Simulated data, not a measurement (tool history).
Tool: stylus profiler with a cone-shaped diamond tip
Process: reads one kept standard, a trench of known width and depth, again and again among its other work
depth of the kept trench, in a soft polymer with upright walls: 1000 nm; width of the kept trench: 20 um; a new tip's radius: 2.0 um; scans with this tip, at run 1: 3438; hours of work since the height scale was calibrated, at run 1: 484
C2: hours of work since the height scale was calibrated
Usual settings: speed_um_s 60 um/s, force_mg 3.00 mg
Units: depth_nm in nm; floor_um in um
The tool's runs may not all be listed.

Run 1, day 0.000: usual settings; scans with this tip 3438; C2 484. Result: depth_nm 1018.32 nm, floor_um 15.67 um.
Run 2, day 0.775: usual settings; scans with this tip 3536; C2 497. Result: depth_nm 1018.24 nm, floor_um 15.71 um.
Run 3, day 1.725: usual settings but speed_um_s 83 um/s; scans with this tip 3656; C2 514. Result: depth_nm 1018.03 nm, floor_um 15.58 um.
Run 4, day 2.621: usual settings but speed_um_s 83 um/s; scans with this tip 3770; C2 530. Result: depth_nm 1018.25 nm, floor_um 15.57 um.
Run 5, day 3.192: usual settings but speed_um_s 83 um/s; scans with this tip 3842; C2 540. Result: depth_nm 1018.23 nm, floor_um 15.56 um.
At day 3.308: height scale calibrated on a step standard.
Run 6, day 4.100: usual settings but speed_um_s 83 um/s; scans with this tip 3954; C2 14. Result: depth_nm 1019.66 nm, floor_um 15.52 um.
Run 7, day 4.950: usual settings but speed_um_s 83 um/s; scans with this tip 4062; C2 29. Result: depth_nm 1019.83 nm, floor_um 15.52 um.
Run 8, day 5.708: usual settings but speed_um_s 33 um/s; scans with this tip 4158; C2 43. Result: depth_nm 1020.11 nm, floor_um 15.71 um.
Run 9, day 6.692: usual settings but speed_um_s 33 um/s; scans with this tip 4283; C2 60. Result: depth_nm 1020.27 nm, floor_um 15.69 um.
Run 10, day 7.533: usual settings but speed_um_s 23 um/s, force_mg 4.32 mg; scans with this tip 4389; C2 75. Result: depth_nm 1024.07 nm, floor_um 15.74 um.
Run 11, day 8.188: usual settings but speed_um_s 109 um/s, force_mg 6.50 mg; scans with this tip 4472; C2 87. Result: depth_nm 1030.46 nm, floor_um 15.46 um.
Run 12, day 8.829: usual settings but speed_um_s 173 um/s, force_mg 4.28 mg; scans with this tip 4553; C2 98. Result: depth_nm 1024.57 nm, floor_um 15.20 um.

Some steps in depth_nm between neighbouring runs. How much of each would the tool show without its hidden state too (settings, what came in, random variation), and how much is left for the hidden state, with any gauge scatter that isn't in both results?
The hidden state here: radius of the tip, um; height scale over the true one, %; drift of the gauge itself on depth_nm, %; drift of the gauge itself on floor_um, %.
Run 5 -> 6: height scale calibrated on a step standard. depth_nm +1.43 nm: hidden state +1.70, all else -0.27.
Run 10 -> 11: speed_um_s 23 -> 109, force_mg 4.32 -> 6.50. depth_nm +6.39 nm: hidden state +0.10, all else +6.29.

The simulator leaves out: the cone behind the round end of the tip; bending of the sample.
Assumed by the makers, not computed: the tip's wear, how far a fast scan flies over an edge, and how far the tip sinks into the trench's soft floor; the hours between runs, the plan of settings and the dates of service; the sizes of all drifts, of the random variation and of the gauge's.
